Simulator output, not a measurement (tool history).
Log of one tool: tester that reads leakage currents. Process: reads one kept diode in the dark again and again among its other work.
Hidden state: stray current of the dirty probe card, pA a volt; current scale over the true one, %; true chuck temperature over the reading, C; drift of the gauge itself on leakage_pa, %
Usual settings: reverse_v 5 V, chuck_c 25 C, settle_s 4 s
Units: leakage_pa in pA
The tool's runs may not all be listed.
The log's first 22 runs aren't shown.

run,hour,reverse_v,chuck_c,settle_s,hours of work since the probe card was cleaned,hours of work since the tester was calibrated,hours of work since the chuck was calibrated,leakage_pa
23,476.7,16.78,34,2.36,1383,877,637,182.95
24,501.9,16.78,34,2.36,1402,895,655,183.47
25,527.6,1.36,25,1.17,1421,915,674,30.39
26,558.8,17.99,33,5.1,1444,938,698,172.14
27,581.1,5,47,4,1460,954,714,349.96
28,613.6,5,56,3.35,1484,978,738,722.89
29,629.5,7.62,25,7.89,1496,990,750,58.42
30,652.9,3.04,57,7.38,1513,1007,767,641.8
31,671,11.2,41,7.38,1527,1021,781,288.84
32,696.2,11.2,41,7.38,1545,1039,799,287.98
33,719.3,1.07,32,0.44,1563,1057,817,52.98
34,742,1.07,32,0.44,1579,1073,833,52.73

Forecast each of these 5 alternatives for the next run:
A,759.7,1.07,59,0.38,1593,1086,846,?
B,759.7,3.23,32,3.13,1593,1086,846,?
C,759.7,5.06,26,7.8,1593,1086,846,?
D,759.7,1.07,32,0.31,1593,1086,846,?
E,759.7,11.56,22,1.81,1593,1086,846,?

run,leakage_pa
A,501.96
B,80.27
C,54.85
D,52.96
E,52.86
Without the tool's hidden state the same runs would have given:
run,leakage_pa
A,502.12
B,80.28
C,54.84
D,52.98
E,52.79

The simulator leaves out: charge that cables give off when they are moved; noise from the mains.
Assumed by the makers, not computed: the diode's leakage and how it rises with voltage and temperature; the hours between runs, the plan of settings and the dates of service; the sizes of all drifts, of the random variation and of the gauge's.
